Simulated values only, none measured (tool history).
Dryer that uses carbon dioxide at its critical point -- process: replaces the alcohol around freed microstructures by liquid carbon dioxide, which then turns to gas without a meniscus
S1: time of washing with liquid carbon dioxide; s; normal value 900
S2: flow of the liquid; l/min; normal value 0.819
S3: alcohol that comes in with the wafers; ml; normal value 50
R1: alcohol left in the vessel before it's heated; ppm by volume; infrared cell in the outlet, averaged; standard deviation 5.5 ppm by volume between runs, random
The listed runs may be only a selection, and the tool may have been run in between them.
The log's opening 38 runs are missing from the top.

run,day,S1,S2,S3,R1
39,50.012,1320,0.987,33,62
40,50.792,540,0.524,32,2473
41,52.412,720,0.692,58,1158
42,53.842,1080,0.557,50,543
43,54.729,720,0.819,50,591
44,55.492,600,1.108,30,258
# day 56.467: purifier's bed changed
45,57.162,960,1.350,31,12
46,58.817,660,0.861,31,398

Predict each of these 5 candidate next runs independently; none follows another, all start after run 46:
A,59.892,660,1.030,118,?
B,59.892,900,0.819,41,?
C,59.892,900,1.294,49,?
D,59.892,660,0.610,35,?
E,59.892,660,0.823,36,?

run,R1
A,724
B,192
C,31
D,1280
E,554
Had the tool no hidden state, the same runs would have come out as:
run,R1
A,497
B,129
C,22
D,1027
E,410

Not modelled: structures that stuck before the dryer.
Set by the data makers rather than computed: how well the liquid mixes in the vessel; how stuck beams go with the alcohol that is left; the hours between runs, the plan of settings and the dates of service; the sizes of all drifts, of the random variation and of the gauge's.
